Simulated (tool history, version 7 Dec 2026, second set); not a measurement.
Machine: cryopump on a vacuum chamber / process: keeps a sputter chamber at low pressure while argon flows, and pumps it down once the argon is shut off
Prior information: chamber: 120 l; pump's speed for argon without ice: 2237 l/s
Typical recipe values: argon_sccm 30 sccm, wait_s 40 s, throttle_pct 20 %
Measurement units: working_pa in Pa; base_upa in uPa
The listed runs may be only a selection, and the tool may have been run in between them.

| run | hour | argon_sccm | wait_s | throttle_pct | working_pa | base_upa |
|---|---|---|---|---|---|---|
| 1 | 0.0 | 30 | 40 | 20 | 0.1164 | 2.43 |
| 2 | 21.5 | 30 | 40 | 20 | 0.1167 | 2.44 |
| 3 | 50.9 | 30 | 40 | 20 | 0.1175 | 2.43 |
| 4 | 66.9 | 30 | 40 | 20 | 0.1164 | 2.53 |
| 5 | 81.2 | 30 | 40 | 20 | 0.1176 | 2.60 |
| 6 | 110.4 | 30 | 40 | 20 | 0.1178 | 2.50 |
| 7 | 123.7 | 30 | 40 | 20 | 0.1182 | 2.47 |
| 8 | 136.1 | 30 | 40 | 20 | 0.1182 | 2.50 |
| 9 | 156.2 | 30 | 40 | 20 | 0.1180 | 2.53 |
| 10 | 174.2 | 30 | 40 | 20 | 0.1189 | 2.60 |
| 11 | 191.7 | 30 | 40 | 20 | 0.1183 | 2.65 |
| 12 | 208.8 | 30 | 23 | 24 | 0.0998 | 3.59 |
| 13 | 236.2 | 13 | 124 | 29 | 0.0359 | 1.71 |
| 14 | 266.0 | 49 | 88 | 29 | 0.1370 | 1.88 |

For run 15, what comes out?
| 15 | 286.8 | 30 | 40 | 51 | ? | ? |

Run 15 gave working_pa 0.0506 Pa, base_upa 2.65 uPa.
The same run, on a tool lacking any hidden state, would have yielded working_pa 0.0450 Pa, base_upa 1.46 uPa.

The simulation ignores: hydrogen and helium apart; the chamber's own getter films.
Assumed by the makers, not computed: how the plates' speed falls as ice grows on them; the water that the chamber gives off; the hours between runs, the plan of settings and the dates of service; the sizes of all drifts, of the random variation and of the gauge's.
